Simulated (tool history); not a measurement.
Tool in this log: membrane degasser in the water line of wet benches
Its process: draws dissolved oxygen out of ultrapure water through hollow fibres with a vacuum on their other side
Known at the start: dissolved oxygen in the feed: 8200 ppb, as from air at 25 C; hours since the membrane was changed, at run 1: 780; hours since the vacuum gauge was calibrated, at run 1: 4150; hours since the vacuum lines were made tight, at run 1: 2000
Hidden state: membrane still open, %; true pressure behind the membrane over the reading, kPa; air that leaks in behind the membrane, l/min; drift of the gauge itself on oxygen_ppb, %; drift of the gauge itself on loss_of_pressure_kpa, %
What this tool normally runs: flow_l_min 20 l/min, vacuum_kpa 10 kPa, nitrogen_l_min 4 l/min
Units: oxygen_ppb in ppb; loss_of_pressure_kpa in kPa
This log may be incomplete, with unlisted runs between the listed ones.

run   hour  flow_l_min  vacuum_kpa  nitrogen_l_min  hours since the membrane was changed  hours since the vacuum gauge was calibrated  hours since the vacuum lines were made tight  oxygen_ppb  loss_of_pressure_kpa
  1      0          20          10               4                                   780                                         4150                                          2000        94.8                  51.7
  2   35.7          23          10               4                                   816                                         4185                                          2035       111.1                 59.34
  3   60.7          23          10               4                                   841                                         4210                                          2060       110.3                  59.4
  4   89.6          23          10               4                                   870                                         4239                                          2089       110.5                 59.04
  5  112.7          23          10               4                                   893                                         4262                                          2112       109.6                 59.07
  6  139.5          23          10               4                                   919                                         4289                                          2139       111.5                 58.82
  7  170.6          23          10               4                                   951                                         4320                                          2170       108.5                 58.84
  8  215.5          23        23.3            3.78                                   995                                         4365                                          2215       304.2                  58.7
  9  235.9          23        23.3            3.78                                  1016                                         4386                                          2236       301.5                 58.89
 10  271.9          27         8.5            2.61                                  1052                                         4422                                          2272       148.9                 69.04
 11  311.3          14         6.4            2.76                                  1091                                         4461                                          2311        45.9                 35.88
 12  346.1          14         6.4            2.76                                  1126                                         4496                                          2346        45.2                 35.78
 13  389.8          13        21.1            10.2                                  1170                                         4540                                          2390        62.5                  33.3
 14  410.5          13        18.7            6.01                                  1190                                         4560                                          2410        87.6                 32.99

Predict each of these 5 candidate next runs independently; none follows another, all start after run 14:
  A  436.6          21        18.7            4.94                                  1217                                         4586                                          2436           ?                     ?
  B  436.6          20          10            7.89                                  1217                                         4586                                          2436           ?                     ?
  C  436.6          14        14.4            6.74                                  1217                                         4586                                          2436           ?                     ?
  D  436.6          27          10               4                                  1217                                         4586                                          2436           ?                     ?
  E  436.6          20          10            2.86                                  1217                                         4586                                          2436           ?                     ?

run  oxygen_ppb  loss_of_pressure_kpa
  A       174.1                 53.38
  B        54.7                 50.88
  C          64                 35.83
  D       132.5                 68.45
  E       125.8                 50.69
With the hidden condition removed and each run's random variation left untouched, the same runs would have given:
run  oxygen_ppb  loss_of_pressure_kpa
  A       173.9                 54.49
  B        54.6                 51.94
  C        63.9                 36.56
  D       132.3                 69.87
  E       125.6                 51.73
